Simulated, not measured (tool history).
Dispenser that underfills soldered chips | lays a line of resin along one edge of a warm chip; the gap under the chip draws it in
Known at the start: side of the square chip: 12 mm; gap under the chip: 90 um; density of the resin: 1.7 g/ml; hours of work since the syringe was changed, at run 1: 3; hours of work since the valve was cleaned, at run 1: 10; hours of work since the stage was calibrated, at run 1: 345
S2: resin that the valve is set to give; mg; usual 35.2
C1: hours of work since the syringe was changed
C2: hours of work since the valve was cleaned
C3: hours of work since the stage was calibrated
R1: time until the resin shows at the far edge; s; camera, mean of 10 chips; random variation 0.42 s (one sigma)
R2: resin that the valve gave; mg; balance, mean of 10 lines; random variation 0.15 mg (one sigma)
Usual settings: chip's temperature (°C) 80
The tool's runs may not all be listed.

run 1 hour=0.0 | chip's_temperature_(°C)=80 S2=35.2 | C1=3 C2=10 C3=345 | R1=38.8 R2=35.00
-- hour=8.4 new syringe of resin
run 2 hour=11.3 | chip's_temperature_(°C)=80 S2=35.2 | C1=2 C2=18 C3=353 | R1=36.7 R2=34.70
-- hour=21.4 new syringe of resin
run 3 hour=24.9 | chip's_temperature_(°C)=80 S2=35.2 | C1=3 C2=28 C3=363 | R1=37.7 R2=34.74
run 4 hour=32.7 | chip's_temperature_(°C)=78 S2=35.2 | C1=8 C2=33 C3=369 | R1=68.2 R2=34.41
-- hour=34.3 new syringe of resin
run 5 hour=44.4 | chip's_temperature_(°C)=80 S2=42.2 | C1=7 C2=42 C3=377 | R1=57.4 R2=40.96
-- hour=46.9 new syringe of resin
-- hour=59.0 new syringe of resin
run 6 hour=59.0 | chip's_temperature_(°C)=80 S2=42.2 | C1=0 C2=52 C3=388 | R1=29.7 R2=40.84
run 7 hour=67.2 | chip's_temperature_(°C)=75 S2=35.2 | C1=6 C2=58 C3=394 | R1=62.9 R2=33.84
-- hour=71.9 new syringe of resin
run 8 hour=80.5 | chip's_temperature_(°C)=80 S2=35.2 | C1=6 C2=68 C3=403 | R1=52.5 R2=33.60
-- hour=84.2 new syringe of resin
-- hour=96.1 new syringe of resin
run 9 hour=97.8 | chip's_temperature_(°C)=80 S2=35.2 | C1=1 C2=80 C3=416 | R1=35.3 R2=33.30
-- hour=108.1 new syringe of resin
run 10 hour=113.1 | chip's_temperature_(°C)=80 S2=35.2 | C1=4 C2=92 C3=427 | R1=42.3 R2=33.14
-- hour=120.0 new syringe of resin
run 11 hour=122.2 | chip's_temperature_(°C)=80 S2=35.2 | C1=2 C2=98 C3=433 | R1=34.9 R2=32.81
run 12 hour=129.4 | chip's_temperature_(°C)=80 S2=41.1 | C1=7 C2=104 C3=439 | R1=56.8 R2=38.09
-- hour=131.8 new syringe of resin
run 13 hour=140.1 | chip's_temperature_(°C)=80 S2=35.2 | C1=6 C2=111 C3=446 | R1=52.2 R2=32.59
-- hour=144.9 new syringe of resin
run 14 hour=152.0 | chip's_temperature_(°C)=80 S2=35.2 | C1=5 C2=120 C3=455 | R1=48.7 R2=32.49
-- hour=157.1 new syringe of resin
-- hour=160.3 dispensing valve cleaned and set on the balance
run 15 hour=167.6 | chip's_temperature_(°C)=80 S2=35.2 | C1=7 C2=5 C3=466 | R1=56.1 R2=35.08
-- hour=170.5 new syringe of resin
run 16 hour=178.9 | chip's_temperature_(°C)=80 S2=35.2 | C1=6 C2=14 C3=474 | R1=51.7 R2=34.95
-- hour=182.8 new syringe of resin
run 17 hour=192.7 | chip's_temperature_(°C)=80 S2=36.0 | C1=7 C2=24 C3=484 | R1=55.8 R2=35.35
-- hour=195.3 new syringe of resin
-- hour=207.3 new syringe of resin
run 18 hour=209.0 | chip's_temperature_(°C)=71 S2=45.5 | C1=1 C2=35 C3=496 | R1=48.1 R2=44.61
-- hour=220.0 new syringe of resin
run 19 hour=225.6 | chip's_temperature_(°C)=87 S2=45.5 | C1=4 C2=47 C3=508 | R1=32.7 R2=44.25
-- hour=232.5 new syringe of resin
run 20 hour=240.9 | chip's_temperature_(°C)=86 S2=33.8 | C1=6 C2=59 C3=519 | R1=42.8 R2=32.37
-- hour=245.1 new syringe of resin
run 21 hour=251.6 | chip's_temperature_(°C)=80 S2=39.9 | C1=5 C2=66 C3=526 | R1=46.2 R2=38.23
-- hour=257.0 new syringe of resin
run 22 hour=259.3 | chip's_temperature_(°C)=82 S2=39.9 | C1=2 C2=72 C3=532 | R1=32.1 R2=38.14
-- hour=268.9 new syringe of resin
run 23 hour=274.6 | chip's_temperature_(°C)=90 S2=38.6 | C1=4 C2=83 C3=543 | R1=29.9 R2=36.22
-- hour=281.5 new syringe of resin
run 24 hour=290.1 | chip's_temperature_(°C)=90 S2=38.6 | C1=6 C2=94 C3=554 | R1=35.5 R2=36.01
-- hour=294.5 new syringe of resin
run 25 hour=300.3 | chip's_temperature_(°C)=90 S2=38.6 | C1=4 C2=102 C3=562 | R1=28.8 R2=36.02
-- hour=306.8 new syringe of resin
run 26 hour=316.4 | chip's_temperature_(°C)=79 S2=39.4 | C1=7 C2=113 C3=574 | R1=58.6 R2=36.38
-- hour=319.4 new syringe of resin
run 27 hour=325.1 | chip's_temperature_(°C)=79 S2=39.4 | C1=4 C2=120 C3=580 | R1=44.4 R2=35.97
-- hour=331.5 new syringe of resin
-- hour=334.0 dispensing valve cleaned and set on the balance
run 28 hour=337.1 | chip's_temperature_(°C)=80 S2=37.2 | C1=3 C2=2 C3=588 | R1=40.6 R2=37.23
-- hour=344.7 new syringe of resin
run 29 hour=353.1 | chip's_temperature_(°C)=94 S2=35.8 | C1=6 C2=14 C3=599 | R1=30.2 R2=35.41
-- hour=357.0 new syringe of resin
run 30 hour=360.3 | chip's_temperature_(°C)=94 S2=34.1 | C1=2 C2=19 C3=604 | R1=21.9 R2=33.52
-- hour=369.2 new syringe of resin
run 31 hour=374.0 | chip's_temperature_(°C)=94 S2=34.1 | C1=4 C2=29 C3=614 | R1=24.5 R2=33.46
-- hour=381.5 new syringe of resin
run 32 hour=384.7 | chip's_temperature_(°C)=94 S2=34.1 | C1=2 C2=37 C3=622 | R1=21.6 R2=33.33
-- hour=394.0 new syringe of resin
run 33 hour=401.4 | chip's_temperature_(°C)=94 S2=34.1 | C1=5 C2=49 C3=634 | R1=27.5 R2=32.77

How the hidden state differs across the entries between the runs, from the last listed run before each to the first after it:
Between runs 1 and 2: new syringe of resin (hour 8.4)
  resin's viscosity, % of fresh resin's: 131.3 -> 121.9; dose that the valve gives, % of what is set: 99.35 -> 98.84; true chip temperature over the reading, C: -0.9 -> -0.92
  measured less the result without the state, R1: +10.4 -> +7.8 s; R2: -0.23 -> -0.41 mg
Between runs 2 and 3: new syringe of resin (hour 21.4)
  resin's viscosity, % of fresh resin's: 121.9 -> 126.4; dose that the valve gives, % of what is set: 98.84 -> 98.25; true chip temperature over the reading, C: -0.92 -> -0.95
  measured less the result without the state, R1: +7.8 -> +9.0 s; R2: -0.41 -> -0.61 mg
Between runs 4 and 5: new syringe of resin (hour 34.3)
  resin's viscosity, % of fresh resin's: 209.7 -> 191.8; dose that the valve gives, % of what is set: 97.92 -> 97.38; true chip temperature over the reading, C: -0.96 -> -0.98
  measured less the result without the state, R1: +36.8 -> +28.6 s; R2: -0.74 -> -1.10 mg
Between runs 5 and 6: new syringe of resin (hour 46.9); new syringe of resin (hour 59.0)
  resin's viscosity, % of fresh resin's: 191.8 -> 101; dose that the valve gives, % of what is set: 97.38 -> 96.69; true chip temperature over the reading, C: -0.98 -> -1.01
  measured less the result without the state, R1: +28.6 -> +1.5 s; R2: -1.10 -> -1.40 mg
Between runs 7 and 8: new syringe of resin (hour 71.9)
  resin's viscosity, % of fresh resin's: 172.3 -> 175.6; dose that the valve gives, % of what is set: 96.26 -> 95.63; true chip temperature over the reading, C: -1.02 -> -1.04
  measured less the result without the state, R1: +27.8 -> +24.0 s; R2: -1.32 -> -1.53 mg
Between runs 8 and 9: new syringe of resin (hour 84.2); new syringe of resin (hour 96.1)
  resin's viscosity, % of fresh resin's: 175.6 -> 113.5; dose that the valve gives, % of what is set: 95.63 -> 94.76; true chip temperature over the reading, C: -1.04 -> -1.07
  measured less the result without the state, R1: +24.0 -> +5.6 s; R2: -1.53 -> -1.84 mg
Between runs 9 and 10: new syringe of resin (hour 108.1)
  resin's viscosity, % of fresh resin's: 113.5 -> 140; dose that the valve gives, % of what is set: 94.76 -> 94.05; true chip temperature over the reading, C: -1.07 -> -1.1
  measured less the result without the state, R1: +5.6 -> +13.7 s; R2: -1.84 -> -2.09 mg
Between runs 10 and 11: new syringe of resin (hour 120.0)
  resin's viscosity, % of fresh resin's: 140 -> 116.8; dose that the valve gives, % of what is set: 94.05 -> 93.58; true chip temperature over the reading, C: -1.1 -> -1.11
  measured less the result without the state, R1: +13.7 -> +6.6 s; R2: -2.09 -> -2.25 mg
Between runs 12 and 13: new syringe of resin (hour 131.8)
  resin's viscosity, % of fresh resin's: 186.8 -> 173.3; dose that the valve gives, % of what is set: 93.23 -> 92.69; true chip temperature over the reading, C: -1.12 -> -1.14
  measured less the result without the state, R1: +27.9 -> +23.7 s; R2: -2.77 -> -2.56 mg
Between runs 13 and 14: new syringe of resin (hour 144.9)
  resin's viscosity, % of fresh resin's: 173.3 -> 158.6; dose that the valve gives, % of what is set: 92.69 -> 92.12; true chip temperature over the reading, C: -1.14 -> -1.16
  measured less the result without the state, R1: +23.7 -> +19.8 s; R2: -2.56 -> -2.77 mg
Between runs 14 and 15: new syringe of resin (hour 157.1); dispensing valve cleaned and set on the balance (hour 160.3)
  resin's viscosity, % of fresh resin's: 158.6 -> 184.8; dose that the valve gives, % of what is set: 92.12 -> 99.53; true chip temperature over the reading, C: -1.16 -> -1.18
  measured less the result without the state, R1: +19.8 -> +27.2 s; R2: -2.77 -> -0.17 mg
Between runs 15 and 16: new syringe of resin (hour 170.5)
  resin's viscosity, % of fresh resin's: 184.8 -> 173.5; dose that the valve gives, % of what is set: 99.53 -> 98.99; true chip temperature over the reading, C: -1.18 -> -1.2
  measured less the result without the state, R1: +27.2 -> +23.4 s; R2: -0.17 -> -0.36 mg
Between runs 16 and 17: new syringe of resin (hour 182.8)
  resin's viscosity, % of fresh resin's: 173.5 -> 186.7; dose that the valve gives, % of what is set: 98.99 -> 98.39; true chip temperature over the reading, C: -1.2 -> -1.22
  measured less the result without the state, R1: +23.4 -> +27.5 s; R2: -0.36 -> -0.58 mg
Between runs 17 and 18: new syringe of resin (hour 195.3); new syringe of resin (hour 207.3)
  resin's viscosity, % of fresh resin's: 186.7 -> 112.3; dose that the valve gives, % of what is set: 98.39 -> 97.59; true chip temperature over the reading, C: -1.22 -> -1.25
  measured less the result without the state, R1: +27.5 -> +7.6 s; R2: -0.58 -> -1.10 mg
Between runs 18 and 19: new syringe of resin (hour 220.0)
  resin's viscosity, % of fresh resin's: 112.3 -> 143.9; dose that the valve gives, % of what is set: 97.59 -> 96.77; true chip temperature over the reading, C: -1.25 -> -1.28
  measured less the result without the state, R1: +7.6 -> +10.9 s; R2: -1.10 -> -1.47 mg
Between runs 19 and 20: new syringe of resin (hour 232.5)
  resin's viscosity, % of fresh resin's: 143.9 -> 174.1; dose that the valve gives, % of what is set: 96.77 -> 96.01; true chip temperature over the reading, C: -1.28 -> -1.3
  measured less the result without the state, R1: +10.9 -> +19.3 s; R2: -1.47 -> -1.35 mg
Between runs 20 and 21: new syringe of resin (hour 245.1)
  resin's viscosity, % of fresh resin's: 174.1 -> 152.9; dose that the valve gives, % of what is set: 96.01 -> 95.49; true chip temperature over the reading, C: -1.3 -> -1.32
  measured less the result without the state, R1: +19.3 -> +17.8 s; R2: -1.35 -> -1.80 mg
Between runs 21 and 22: new syringe of resin (hour 257.0)
  resin's viscosity, % of fresh resin's: 152.9 -> 115.8; dose that the valve gives, % of what is set: 95.49 -> 95.11; true chip temperature over the reading, C: -1.32 -> -1.33
  measured less the result without the state, R1: +17.8 -> +5.8 s; R2: -1.80 -> -1.96 mg
Between runs 22 and 23: new syringe of resin (hour 268.9)
  resin's viscosity, % of fresh resin's: 115.8 -> 145.2; dose that the valve gives, % of what is set: 95.11 -> 94.39; true chip temperature over the reading, C: -1.33 -> -1.36
  measured less the result without the state, R1: +5.8 -> +10.3 s; R2: -1.96 -> -2.15 mg
Between runs 23 and 24: new syringe of resin (hour 281.5)
  resin's viscosity, % of fresh resin's: 145.2 -> 173.8; dose that the valve gives, % of what is set: 94.39 -> 93.63; true chip temperature over the reading, C: -1.36 -> -1.38
  measured less the result without the state, R1: +10.3 -> +16.2 s; R2: -2.15 -> -2.45 mg
Between runs 24 and 25: new syringe of resin (hour 294.5)
  resin's viscosity, % of fresh resin's: 173.8 -> 143; dose that the valve gives, % of what is set: 93.63 -> 93.15; true chip temperature over the reading, C: -1.38 -> -1.4
  measured less the result without the state, R1: +16.2 -> +9.9 s; R2: -2.45 -> -2.65 mg
Between runs 25 and 26: new syringe of resin (hour 306.8)
  resin's viscosity, % of fresh resin's: 143 -> 186; dose that the valve gives, % of what is set: 93.15 -> 92.37; true chip temperature over the reading, C: -1.4 -> -1.43
  measured less the result without the state, R1: +9.9 -> +28.9 s; R2: -2.65 -> -3.01 mg
Between runs 26 and 27: new syringe of resin (hour 319.4)
  resin's viscosity, % of fresh resin's: 186 -> 142.2; dose that the valve gives, % of what is set: 92.37 -> 91.99; true chip temperature over the reading, C: -1.43 -> -1.44
  measured less the result without the state, R1: +28.9 -> +15.1 s; R2: -3.01 -> -3.13 mg
Between runs 27 and 28: new syringe of resin (hour 331.5); dispensing valve cleaned and set on the balance (hour 334.0)
  resin's viscosity, % of fresh resin's: 142.2 -> 135.1; dose that the valve gives, % of what is set: 91.99 -> 99.85; true chip temperature over the reading, C: -1.44 -> -1.46
  measured less the result without the state, R1: +15.1 -> +12.3 s; R2: -3.13 -> -0.05 mg
Between runs 28 and 29: new syringe of resin (hour 344.7)
  resin's viscosity, % of fresh resin's: 135.1 -> 172.8; dose that the valve gives, % of what is set: 99.85 -> 99.12; true chip temperature over the reading, C: -1.46 -> -1.48
  measured less the result without the state, R1: +12.3 -> +13.8 s; R2: -0.05 -> -0.32 mg
Between runs 29 and 30: new syringe of resin (hour 357.0)
  resin's viscosity, % of fresh resin's: 172.8 -> 122.5; dose that the valve gives, % of what is set: 99.12 -> 98.83; true chip temperature over the reading, C: -1.48 -> -1.5
  measured less the result without the state, R1: +13.8 -> +5.0 s; R2: -0.32 -> -0.40 mg
Between runs 30 and 31: new syringe of resin (hour 369.2)
  resin's viscosity, % of fresh resin's: 122.5 -> 137; dose that the valve gives, % of what is set: 98.83 -> 98.18; true chip temperature over the reading, C: -1.5 -> -1.52
  measured less the result without the state, R1: +5.0 -> +7.6 s; R2: -0.40 -> -0.62 mg
Between runs 31 and 32: new syringe of resin (hour 381.5)
  resin's viscosity, % of fresh resin's: 137 -> 122.8; dose that the valve gives, % of what is set: 98.18 -> 97.67; true chip temperature over the reading, C: -1.52 -> -1.54
  measured less the result without the state, R1: +7.6 -> +5.1 s; R2: -0.62 -> -0.80 mg
Between runs 32 and 33: new syringe of resin (hour 394.0)
  resin's viscosity, % of fresh resin's: 122.8 -> 159.6; dose that the valve gives, % of what is set: 97.67 -> 96.88; true chip temperature over the reading, C: -1.54 -> -1.56
  measured less the result without the state, R1: +5.1 -> +11.7 s; R2: -0.80 -> -1.05 mg
